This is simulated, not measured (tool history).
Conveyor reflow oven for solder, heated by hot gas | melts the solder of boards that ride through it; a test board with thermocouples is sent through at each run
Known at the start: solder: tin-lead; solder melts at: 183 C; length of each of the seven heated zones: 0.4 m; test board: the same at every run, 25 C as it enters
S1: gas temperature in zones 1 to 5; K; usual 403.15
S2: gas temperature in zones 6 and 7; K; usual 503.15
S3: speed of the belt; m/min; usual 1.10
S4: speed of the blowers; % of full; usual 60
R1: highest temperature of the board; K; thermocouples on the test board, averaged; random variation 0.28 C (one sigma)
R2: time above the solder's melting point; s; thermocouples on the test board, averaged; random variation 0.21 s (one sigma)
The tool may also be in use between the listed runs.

run   hour      S1      S2    S3  S4      R1    R2
  1    0.0  403.15  503.15  1.10  60  478.15  24.0
       7.1  -- flux residue cleaned out of gas plates and filters
  2   14.2  402.15  503.15  1.10  60  478.55  23.9
  3   26.6  402.15  503.15  1.10  60  478.85  23.9
  4   40.0  403.15  503.15  1.10  74  483.45  27.2
  5   53.3  403.15  503.15  1.10  74  483.55  27.2
  6   66.0  403.15  498.15  1.10  85  481.45  26.9
  7   75.8  403.15  503.15  1.10  71  482.45  26.8
      80.6  -- belt drive overhauled, speed set with a stopwatch
  8   86.8  403.15  503.15  1.10  71  482.45  27.3
  9  100.1  403.15  503.15  1.10  71  482.35  26.7
 10  112.9  403.15  503.15  1.10  77  484.05  27.7

Forecast each of these 4 alternatives for the next run:
  A  123.2  403.15  492.15  1.06  57   ?   ?
  B  123.2  411.15  492.15  1.10  53   ?   ?
  C  123.2  403.15  503.15  1.10  73   ?   ?
  D  123.2  403.15  497.15  1.10  60   ?   ?

run      R1    R2
  A  471.05  18.9
  B  470.25  18.7
  C  482.85  27.2
  D  474.45  21.0
Without the tool's hidden state the same runs would have given:
run      R1    R2
  A  470.25  18.1
  B  469.45  17.9
  C  482.15  26.6
  D  473.75  20.2

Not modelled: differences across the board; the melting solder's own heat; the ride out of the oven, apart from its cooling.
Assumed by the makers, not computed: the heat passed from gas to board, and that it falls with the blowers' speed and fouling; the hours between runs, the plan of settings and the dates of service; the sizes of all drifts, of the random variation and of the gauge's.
